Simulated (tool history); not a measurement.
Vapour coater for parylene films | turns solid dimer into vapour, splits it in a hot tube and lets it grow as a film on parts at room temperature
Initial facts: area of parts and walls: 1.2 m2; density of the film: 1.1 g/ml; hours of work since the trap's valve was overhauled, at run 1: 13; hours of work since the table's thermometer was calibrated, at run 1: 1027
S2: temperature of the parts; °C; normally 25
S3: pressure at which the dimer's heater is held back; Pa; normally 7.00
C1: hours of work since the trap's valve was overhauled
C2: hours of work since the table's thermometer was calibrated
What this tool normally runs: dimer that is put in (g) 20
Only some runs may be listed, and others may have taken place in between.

Run 1, day 0.000: usual settings; C1 13; C2 1027. Result: thickness of the film (nm) 10590.
Run 2, day 2.621: usual settings but S3 3.07 Pa; C1 53; C2 1067. Result: thickness of the film (nm) 11140.
Run 3, day 3.954: usual settings but dimer that is put in (g) 27, S3 3.07 Pa; C1 74; C2 1088. Result: thickness of the film (nm) 15110.
Run 4, day 6.379: usual settings but S3 4.73 Pa; C1 111; C2 1125. Result: thickness of the film (nm) 10530.
Run 5, day 7.967: usual settings but S3 4.73 Pa; C1 136; C2 1150. Result: thickness of the film (nm) 10520.
Run 6, day 9.358: usual settings but S2 20 °C; C1 157; C2 1171. Result: thickness of the film (nm) 12860.
Run 7, day 10.779: usual settings but S2 20 °C; C1 179; C2 1193. Result: thickness of the film (nm) 12720.
Run 8, day 12.988: usual settings but S3 4.37 Pa; C1 213; C2 1227. Result: thickness of the film (nm) 10430.
Run 9, day 14.829: usual settings but S3 3.83 Pa; C1 241; C2 1256. Result: thickness of the film (nm) 10490.
Run 10, day 16.671: usual settings but dimer that is put in (g) 18, S3 3.83 Pa; C1 270; C2 1284. Result: thickness of the film (nm) 9340.
At day 17.088: trap's valve overhauled.
Run 11, day 18.058: usual settings but dimer that is put in (g) 30, S2 34 °C, S3 3.42 Pa; C1 15; C2 1303. Result: thickness of the film (nm) 11030.
Run 12, day 19.350: usual settings but dimer that is put in (g) 9, S2 29 °C, S3 3.42 Pa; C1 35; C2 1323. Result: thickness of the film (nm) 4090.
Run 13, day 20.533: usual settings but dimer that is put in (g) 9, S2 29 °C, S3 3.42 Pa; C1 53; C2 1341. Result: thickness of the film (nm) 4100.
At day 22.883: table's thermometer calibrated.
Run 14, day 22.883: usual settings but dimer that is put in (g) 9, S2 29 °C, S3 3.42 Pa; C1 89; C2 0. Result: thickness of the film (nm) 4190.
Run 15, day 25.621: usual settings but dimer that is put in (g) 9, S2 29 °C, S3 3.42 Pa; C1 131; C2 42. Result: thickness of the film (nm) 4240.
Run 16, day 28.379: usual settings but dimer that is put in (g) 9, S2 29 °C, S3 3.42 Pa; C1 174; C2 85. Result: thickness of the film (nm) 4120.
Run 17, day 31.008: usual settings but S2 33 °C, S3 2.02 Pa; C1 214; C2 125. Result: thickness of the film (nm) 7950.

Alternative continuations, all from the tool just after run 17; predict every row:
Run A, day 33.058: usual settings but S2 19 °C, S3 9.40 Pa; C1 246; C2 157. Result: thickness of the film (nm) ?.
Run B, day 33.058: usual settings but dimer that is put in (g) 14, S2 31 °C, S3 11.88 Pa; C1 246; C2 157. Result: thickness of the film (nm) ?.
Run C, day 33.058: usual settings but S2 30 °C; C1 246; C2 157. Result: thickness of the film (nm) ?.
Run D, day 33.058: usual settings but dimer that is put in (g) 10, S2 29 °C, S3 9.17 Pa; C1 246; C2 157. Result: thickness of the film (nm) ?.

run  thickness of the film (nm)
  A                       13100
  B                        5320
  C                        8280
  D                        4180
What these runs would have given with no unlogged condition in the tool:
run  thickness of the film (nm)
  A                       13780
  B                        5600
  C                        8710
  D                        4400

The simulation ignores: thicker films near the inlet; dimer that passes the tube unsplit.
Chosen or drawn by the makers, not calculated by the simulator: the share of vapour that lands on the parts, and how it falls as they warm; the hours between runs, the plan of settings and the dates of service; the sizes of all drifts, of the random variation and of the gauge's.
